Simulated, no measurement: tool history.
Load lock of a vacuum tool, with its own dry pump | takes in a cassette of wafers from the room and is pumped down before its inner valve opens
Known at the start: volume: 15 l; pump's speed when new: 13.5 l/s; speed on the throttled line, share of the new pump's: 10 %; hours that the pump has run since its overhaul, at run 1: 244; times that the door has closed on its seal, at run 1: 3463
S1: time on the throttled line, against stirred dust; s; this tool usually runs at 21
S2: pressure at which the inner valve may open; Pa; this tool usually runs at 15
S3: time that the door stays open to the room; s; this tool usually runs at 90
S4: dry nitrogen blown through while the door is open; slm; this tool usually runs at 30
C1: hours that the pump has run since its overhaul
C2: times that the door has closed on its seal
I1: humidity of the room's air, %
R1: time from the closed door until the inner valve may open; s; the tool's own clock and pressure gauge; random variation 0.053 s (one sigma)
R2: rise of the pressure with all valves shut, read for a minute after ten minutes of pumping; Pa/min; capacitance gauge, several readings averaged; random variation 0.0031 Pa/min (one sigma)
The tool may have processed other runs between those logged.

run 1 hour=0 | S1=21 S2=15 S3=90 S4=30 | C1=244 C2=3463 | I1=49.9 | R1=28.72 R2=0.103
run 2 hour=290.9 | S1=21 S2=15 S3=90 S4=30 | C1=535 C2=4473 | I1=47.2 | R1=28.78 R2=0.103
run 3 hour=577.2 | S1=22 S2=15 S3=90 S4=30 | C1=821 C2=5467 | I1=44.4 | R1=29.65 R2=0.106
run 4 hour=865.8 | S1=22 S2=15 S3=90 S4=30 | C1=1110 C2=6469 | I1=44.7 | R1=29.69 R2=0.122
run 5 hour=1056.4 | S1=22 S2=15 S3=90 S4=30 | C1=1300 C2=7131 | I1=45.4 | R1=29.59 R2=0.129
run 6 hour=1388.3 | S1=22 S2=15 S3=174 S4=30 | C1=1632 C2=8284 | I1=43.6 | R1=29.65 R2=0.17
run 7 hour=1575.5 | S1=22 S2=25 S3=174 S4=30 | C1=1819 C2=8933 | I1=45 | R1=29.1 R2=0.181
run 8 hour=1922.8 | S1=21 S2=23 S3=90 S4=30 | C1=2167 C2=10140 | I1=46.9 | R1=28.36 R2=0.151
run 9 hour=2200 | S1=22 S2=14 S3=90 S4=30 | C1=2444 C2=11102 | I1=49.4 | R1=29.81 R2=0.16
run 10 hour=2385.3 | S1=22 S2=14 S3=90 S4=30 | C1=2629 C2=11746 | I1=45.4 | R1=29.72 R2=0.167
run 11 hour=2669.2 | S1=12 S2=24 S3=68 S4=5 | C1=2913 C2=12732 | I1=42.3 | R1=20.28 R2=0.195
run 12 hour=2914.3 | S1=12 S2=24 S3=68 S4=5 | C1=3158 C2=13583 | I1=46.3 | R1=20.21 R2=0.22
run 13 hour=3071.9 | S1=21 S2=18 S3=90 S4=24 | C1=3316 C2=14130 | I1=48 | R1=28.66 R2=0.201
run 14 hour=3302.5 | S1=28 S2=15 S3=122 S4=43 | C1=3546 C2=14931 | I1=46.5 | R1=35.13 R2=0.2
run 15 hour=3529.1 | S1=28 S2=15 S3=122 S4=43 | C1=3773 C2=15718 | I1=45.5 | R1=35.07 R2=0.208
run 16 hour=3673.2 | S1=28 S2=15 S3=122 S4=43 | C1=3917 C2=16218 | I1=42.6 | R1=35.06 R2=0.214

Alternative continuations, all from the tool just after run 16; predict every row:
run A hour=3936.3 | S1=21 S2=23 S3=90 S4=30 | C1=4180 C2=17132 | I1=42.7 | R1=? R2=?
run B hour=3936.3 | S1=19 S2=15 S3=76 S4=30 | C1=4180 C2=17132 | I1=43.8 | R1=? R2=?
run C hour=3936.3 | S1=21 S2=15 S3=90 S4=37 | C1=4180 C2=17132 | I1=41.4 | R1=? R2=?
run D hour=3936.3 | S1=36 S2=15 S3=122 S4=43 | C1=4180 C2=17132 | I1=40.9 | R1=? R2=?
run E hour=3936.3 | S1=21 S2=15 S3=54 S4=41 | C1=4180 C2=17132 | I1=44.1 | R1=? R2=?

run=A R1=28.29 R2=0.221
run=B R1=27.13 R2=0.214
run=C R1=28.85 R2=0.215
run=D R1=42.19 R2=0.227
run=E R1=28.86 R2=0.201
Stripped of hidden state, with their random variation kept, the same runs would have yielded:
run=A R1=28.07 R2=0.071
run=B R1=26.89 R2=0.065
run=C R1=28.61 R2=0.065
run=D R1=42 R2=0.078
run=E R1=28.62 R2=0.051

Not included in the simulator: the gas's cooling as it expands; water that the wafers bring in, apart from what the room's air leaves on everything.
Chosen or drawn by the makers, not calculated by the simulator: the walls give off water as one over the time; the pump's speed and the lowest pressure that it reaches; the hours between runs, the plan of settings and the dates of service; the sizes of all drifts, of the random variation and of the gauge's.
